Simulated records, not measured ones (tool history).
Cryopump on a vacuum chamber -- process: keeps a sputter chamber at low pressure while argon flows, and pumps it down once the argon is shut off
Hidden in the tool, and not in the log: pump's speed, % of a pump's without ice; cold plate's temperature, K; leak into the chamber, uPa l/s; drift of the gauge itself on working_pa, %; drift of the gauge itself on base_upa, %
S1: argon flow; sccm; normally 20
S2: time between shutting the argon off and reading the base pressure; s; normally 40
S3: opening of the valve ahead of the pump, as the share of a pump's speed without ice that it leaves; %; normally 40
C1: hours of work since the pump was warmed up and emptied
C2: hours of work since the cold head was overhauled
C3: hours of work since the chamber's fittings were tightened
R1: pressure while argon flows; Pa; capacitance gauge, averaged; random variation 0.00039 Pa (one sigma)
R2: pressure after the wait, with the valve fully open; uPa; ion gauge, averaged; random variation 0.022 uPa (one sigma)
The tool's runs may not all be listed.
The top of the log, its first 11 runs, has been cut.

run 12 hour=199.1 | S1=8 S2=40 S3=40 | C1=203 C2=203 C3=356 | R1=0.0179 R2=1.11
run 13 hour=211 | S1=8 S2=40 S3=40 | C1=214 C2=214 C3=366 | R1=0.0186 R2=1.12
run 14 hour=231.6 | S1=8 S2=40 S3=40 | C1=232 C2=232 C3=384 | R1=0.0184 R2=1.15
run 15 hour=244 | S1=20 S2=95 S3=40 | C1=242 C2=242 C3=395 | R1=0.0454 R2=0.87
run 16 hour=257.8 | S1=20 S2=95 S3=40 | C1=254 C2=254 C3=407 | R1=0.0456 R2=0.93
run 17 hour=277 | S1=20 S2=95 S3=40 | C1=271 C2=271 C3=424 | R1=0.0446 R2=0.9
run 18 hour=299.8 | S1=11 S2=95 S3=25 | C1=291 C2=291 C3=444 | R1=0.0393 R2=0.98
run 19 hour=312.3 | S1=22 S2=45 S3=40 | C1=302 C2=302 C3=454 | R1=0.0505 R2=1.23
run 20 hour=324.5 | S1=22 S2=80 S3=40 | C1=313 C2=313 C3=465 | R1=0.0506 R2=1.07
run 21 hour=339.1 | S1=22 S2=80 S3=40 | C1=325 C2=325 C3=478 | R1=0.0512 R2=1.03
run 22 hour=364.3 | S1=17 S2=30 S3=19 | C1=347 C2=347 C3=500 | R1=0.0806 R2=1.47
run 23 hour=375.6 | S1=19 S2=31 S3=40 | C1=357 C2=357 C3=510 | R1=0.043 R2=1.49
run 24 hour=388.9 | S1=19 S2=31 S3=40 | C1=369 C2=369 C3=521 | R1=0.0437 R2=1.51
run 25 hour=406.2 | S1=11 S2=177 S3=34 | C1=384 C2=384 C3=536 | R1=0.0293 R2=1.08
run 26 hour=416.8 | S1=15 S2=61 S3=48 | C1=393 C2=393 C3=546 | R1=0.0293 R2=1.21
run 27 hour=438.6 | S1=28 S2=299 S3=40 | C1=412 C2=412 C3=565 | R1=0.0649 R2=1.13
run 28 hour=464.3 | S1=33 S2=94 S3=40 | C1=435 C2=435 C3=587 | R1=0.077 R2=1.21
run 29 hour=475.4 | S1=18 S2=40 S3=24 | C1=444 C2=444 C3=597 | R1=0.0689 R2=1.52
run 30 hour=487 | S1=14 S2=44 S3=34 | C1=455 C2=455 C3=607 | R1=0.0381 R2=1.46
run 31 hour=510 | S1=9 S2=183 S3=48 | C1=475 C2=475 C3=627 | R1=0.0173 R2=1.19
run 32 hour=532.3 | S1=9 S2=29 S3=48 | C1=494 C2=494 C3=646 | R1=0.0174 R2=1.77
run 33 hour=552.9 | S1=9 S2=29 S3=48 | C1=512 C2=512 C3=664 | R1=0.0184 R2=1.8
run 34 hour=567.8 | S1=9 S2=29 S3=48 | C1=525 C2=525 C3=677 | R1=0.0181 R2=1.77

Below are 4 alternative next runs, each starting from the tool's condition after run 34. Predict each:
run A hour=589 | S1=11 S2=131 S3=36 | C1=543 C2=543 C3=696 | R1=? R2=?
run B hour=589 | S1=38 S2=29 S3=53 | C1=543 C2=543 C3=696 | R1=? R2=?
run C hour=589 | S1=9 S2=107 S3=19 | C1=543 C2=543 C3=696 | R1=? R2=?
run D hour=589 | S1=9 S2=51 S3=48 | C1=543 C2=543 C3=696 | R1=? R2=?

run=A R1=0.0285 R2=1.39
run=B R1=0.069 R2=1.81
run=C R1=0.0435 R2=1.39
run=D R1=0.0179 R2=1.62
Had the tool no hidden state, the same runs would have come out as:
run=A R1=0.0267 R2=0.31
run=B R1=0.0625 R2=0.75
run=C R1=0.0419 R2=0.32
run=D R1=0.0163 R2=0.52

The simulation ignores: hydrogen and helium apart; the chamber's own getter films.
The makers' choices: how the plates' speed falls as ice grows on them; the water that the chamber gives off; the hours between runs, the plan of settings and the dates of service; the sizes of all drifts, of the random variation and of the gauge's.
